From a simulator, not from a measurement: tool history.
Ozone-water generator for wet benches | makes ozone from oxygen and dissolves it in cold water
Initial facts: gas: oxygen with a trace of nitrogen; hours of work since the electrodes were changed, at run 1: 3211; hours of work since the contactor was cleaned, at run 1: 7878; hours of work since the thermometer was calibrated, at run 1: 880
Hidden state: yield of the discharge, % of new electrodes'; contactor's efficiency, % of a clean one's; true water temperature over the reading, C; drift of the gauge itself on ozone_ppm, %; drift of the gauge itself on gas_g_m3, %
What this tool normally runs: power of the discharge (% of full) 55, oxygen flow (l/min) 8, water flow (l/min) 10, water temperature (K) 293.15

| run | hour | power of the discharge (% of full) | oxygen flow (l/min) | water flow (l/min) | water temperature (K) | hours of work since the electrodes were changed | hours of work since the contactor was cleaned | hours of work since the thermometer was calibrated | dissolved ozone (ppm) | ozone in the gas ahead of the water (g/m3) |
|---|---|---|---|---|---|---|---|---|---|---|
| 1 | 0 | 55 | 8 | 10 | 293.15 | 3211 | 7878 | 880 | 30.9 | 214 |
| 2 | 160.6 | 55 | 8 | 10 | 293.15 | 3358 | 8025 | 1027 | 30.8 | 213.9 |
| 3 | 325.9 | 55 | 8 | 10 | 293.15 | 3509 | 8177 | 1178 | 30.7 | 214.1 |
| 4 | 484.1 | 55 | 8 | 10 | 293.15 | 3654 | 8321 | 1323 | 30.4 | 214 |
| 5 | 571.3 | 55 | 8 | 10 | 293.15 | 3734 | 8401 | 1403 | 30.3 | 212.9 |
| 6 | 668.6 | 55 | 8 | 10 | 293.15 | 3823 | 8490 | 1492 | 30.2 | 214.9 |
| 7 | 815.7 | 55 | 8 | 10 | 293.15 | 3957 | 8625 | 1626 | 30.4 | 215.3 |
| 8 | 958.1 | 55 | 8 | 8 | 299.15 | 4088 | 8755 | 1757 | 29 | 210 |
| 9 | 1041.9 | 47 | 8 | 8 | 293.15 | 4164 | 8831 | 1833 | 30.2 | 187.6 |
| 10 | 1133.3 | 61 | 8 | 10 | 293.15 | 4248 | 8915 | 1917 | 32.1 | 229.1 |
| 11 | 1291.2 | 55 | 5.1 | 10 | 293.15 | 4392 | 9060 | 2061 | 31.5 | 257.6 |
| 12 | 1421.3 | 55 | 5.1 | 10 | 293.15 | 4511 | 9179 | 2180 | 30.9 | 255.2 |
| 13 | 1566.8 | 64 | 8 | 11 | 293.15 | 4644 | 9312 | 2313 | 31.7 | 239 |

Forecast each of these 3 alternatives for the next run:
| A | 1704.1 | 55 | 9.41 | 10 | 293.15 | 4770 | 9437 | 2439 | ? | ? |
| B | 1704.1 | 71 | 4.93 | 11 | 293.15 | 4770 | 9437 | 2439 | ? | ? |
| C | 1704.1 | 44 | 8 | 16 | 289.15 | 4770 | 9437 | 2439 | ? | ? |

| run | dissolved ozone (ppm) | ozone in the gas ahead of the water (g/m3) |
|---|---|---|
| A | 28.6 | 198.6 |
| B | 35.3 | 315 |
| C | 19.8 | 176.7 |
With the hidden condition removed and each run's random variation left untouched, the same runs would have given:
| run | dissolved ozone (ppm) | ozone in the gas ahead of the water (g/m3) |
|---|---|---|
| A | 33.4 | 208.4 |
| B | 41.8 | 334.6 |
| C | 23.3 | 183.5 |

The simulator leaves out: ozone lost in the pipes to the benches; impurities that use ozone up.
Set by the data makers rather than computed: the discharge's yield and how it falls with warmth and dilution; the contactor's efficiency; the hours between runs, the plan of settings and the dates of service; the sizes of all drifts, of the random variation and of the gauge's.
